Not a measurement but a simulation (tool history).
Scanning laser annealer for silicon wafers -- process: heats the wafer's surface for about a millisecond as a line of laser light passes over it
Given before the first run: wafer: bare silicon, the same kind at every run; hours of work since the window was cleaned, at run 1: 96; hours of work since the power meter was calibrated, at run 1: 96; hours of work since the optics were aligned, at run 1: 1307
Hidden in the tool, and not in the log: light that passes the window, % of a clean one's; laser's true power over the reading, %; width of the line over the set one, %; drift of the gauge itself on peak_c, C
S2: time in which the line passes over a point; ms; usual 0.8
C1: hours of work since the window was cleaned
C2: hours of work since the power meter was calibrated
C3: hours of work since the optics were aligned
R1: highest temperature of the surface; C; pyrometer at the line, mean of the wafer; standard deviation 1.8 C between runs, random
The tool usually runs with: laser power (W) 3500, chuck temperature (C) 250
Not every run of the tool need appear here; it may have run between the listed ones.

Run 1, hour 0: usual settings; C1 96; C2 96; C3 1307. Result: R1 949 C.
Run 2, hour 47.7: usual settings; C1 133; C2 133; C3 1344. Result: R1 950 C.
Run 3, hour 110.5: usual settings but S2 0.846 ms; C1 183; C2 183; C3 1394. Result: R1 971 C.
Run 4, hour 165.6: usual settings but S2 0.846 ms; C1 226; C2 226; C3 1437. Result: R1 973 C.
Run 5, hour 249.5: usual settings but chuck temperature (C) 249; C1 292; C2 292; C3 1503. Result: R1 951 C.
Run 6, hour 303.3: usual settings but chuck temperature (C) 249; C1 334; C2 334; C3 1546. Result: R1 952 C.
Run 7, hour 382.5: usual settings but S2 0.77 ms; C1 397; C2 397; C3 1608. Result: R1 934 C.
Run 8, hour 448: usual settings but S2 0.77 ms, chuck temperature (C) 227; C1 448; C2 448; C3 1660. Result: R1 914 C.
Run 9, hour 509.7: usual settings; C1 497; C2 497; C3 1708. Result: R1 949 C.
Run 10, hour 590.2: usual settings but S2 0.658 ms; C1 560; C2 560; C3 1772. Result: R1 881 C.
Run 11, hour 640.9: usual settings but laser power (W) 3116, chuck temperature (C) 241; C1 600; C2 600; C3 1812. Result: R1 850 C.
Run 12, hour 714: usual settings but chuck temperature (C) 259; C1 658; C2 658; C3 1869. Result: R1 962 C.
At hour 725.7: optics aligned, line set to its width.
Run 13, hour 801.6: usual settings but S2 0.891 ms; C1 723; C2 723; C3 60. Result: R1 994 C.
Run 14, hour 870.3: usual settings but laser power (W) 3403, S2 0.917 ms; C1 777; C2 777; C3 114. Result: R1 980 C.
At hour 889.3: window over the wafer cleaned.
Run 15, hour 908.4: usual settings but S2 0.623 ms; C1 15; C2 806; C3 142. Result: R1 859 C.
Run 16, hour 986: usual settings but S2 0.623 ms; C1 76; C2 867; C3 203. Result: R1 860 C.
Run 17, hour 1028.2: usual settings but S2 0.623 ms; C1 109; C2 900; C3 237. Result: R1 862 C.
Run 18, hour 1074: usual settings but laser power (W) 3001, S2 0.851 ms, chuck temperature (C) 268; C1 145; C2 936; C3 273. Result: R1 871 C.

Run 19, settings as shown, results not yet in. Your forecast:
Run 19, hour 1136.2: usual settings but laser power (W) 3437, S2 0.989 ms, chuck temperature (C) 268; C1 194; C2 985; C3 322. Result: R1 ?.

Run 19 gave R1 1036 C.
Without the tool's hidden state the same run would have given R1 1036 C.
